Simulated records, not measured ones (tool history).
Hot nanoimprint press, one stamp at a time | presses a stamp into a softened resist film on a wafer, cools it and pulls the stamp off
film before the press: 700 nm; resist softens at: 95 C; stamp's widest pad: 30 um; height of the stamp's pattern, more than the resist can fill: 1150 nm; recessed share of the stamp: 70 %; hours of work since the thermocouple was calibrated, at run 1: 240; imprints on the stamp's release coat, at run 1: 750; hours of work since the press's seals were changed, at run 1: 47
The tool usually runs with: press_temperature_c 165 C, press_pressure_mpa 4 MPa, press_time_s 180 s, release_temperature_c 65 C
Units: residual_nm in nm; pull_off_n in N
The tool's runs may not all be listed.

run    hour  press_temperature_c  press_pressure_mpa  press_time_s  release_temperature_c  hours of work since the thermocouple was calibrated  imprints on the stamp's release coat  hours of work since the press's seals were changed  residual_nm  pull_off_n
  1       0                  165                   4           180                     65                                                  240                                   750                                                  47        302.3         222
  2    94.5                  165                   4           180                     65                                                  292                                  1068                                                  99        299.5         225
  3   187.8                  165                   4           180                     65                                                  343                                  1382                                                 150        297.1         221
  4   244.9                  165                   4           180                     65                                                  374                                  1574                                                 181        302.2         218
  5   321.4                  165                   4           180                     65                                                  416                                  1832                                                 223        300.4         222
      334.3  -- stamp cleaned and given a new release coat
      399.5  -- plate thermocouple calibrated
  6   399.9                  165                   4           180                     67                                                    0                                   210                                                 261        300.2         223
  7   440.2                  165                   4           180                     67                                                   22                                   346                                                 283        301.9         215
  8   517.3                  165                   4           180                     65                                                   65                                   606                                                 325        295.1         218
  9   564.2                  165                   4           180                     65                                                   90                                   763                                                 351        296.6         221
 10   614.3                  165                   4           180                     65                                                  118                                   932                                                 378        296.8         225
 11   698.7                  165                   4           180                     65                                                  164                                  1216                                                 425        296.8         222
 12   769.8                  165                3.07           180                     67                                                  203                                  1455                                                 464        339.7         228
 13   846.2                  165                3.07           180                     67                                                  245                                  1713                                                 505        342.9         218
      899.9  -- stamp cleaned and given a new release coat
 14   924.7                  173                5.76           289                     57                                                  284                                    84                                                 545        147.4         238
 15   972.8                  165                4.14           266                     65                                                  311                                   246                                                 572        251.3         221
     1000.1  -- gauge calibrated
 16  1013.2                  163                   4           180                     62                                                  333                                   381                                                 594        325.3         229
 17    1093                  169                   4           180                     70                                                  377                                   650                                                 637        258.1         214
 18  1142.5                  165                   4           180                     70                                                  404                                   817                                                 664        300.4         214
     1174.9  -- press's hydraulic seals changed and the load cell set to zero
 19  1228.2                  153                   4           104                     65                                                  446                                  1078                                                  29        527.5         225
     1242.6  -- plate thermocouple calibrated
 20  1316.9                  165                3.88           180                     53                                                   41                                  1367                                                  76        306.2         244
 21    1407                  154                2.96           180                     65                                                   90                                  1670                                                 125        505.2         227

Forecast each of these 3 alternatives for the next run:
     1472.7  -- stamp cleaned and given a new release coat
  A  1501.6                  165                5.19           180                     61                                                  139                                    97                                                 174            ?           ?
     1472.7  -- stamp cleaned and given a new release coat
  B  1501.6                  165                   4           119                     52                                                  139                                    97                                                 174            ?           ?
     1472.7  -- stamp cleaned and given a new release coat
  C  1501.6                  165                   4           310                     65                                                  139                                    97                                                 174            ?           ?

run  residual_nm  pull_off_n
  A        258.4         234
  B        339.4         249
  C        244.7         222
Stripped of hidden state, with their random variation kept, the same runs would have yielded:
run  residual_nm  pull_off_n
  A        262.2         234
  B        344.3         249
  C        248.3         222

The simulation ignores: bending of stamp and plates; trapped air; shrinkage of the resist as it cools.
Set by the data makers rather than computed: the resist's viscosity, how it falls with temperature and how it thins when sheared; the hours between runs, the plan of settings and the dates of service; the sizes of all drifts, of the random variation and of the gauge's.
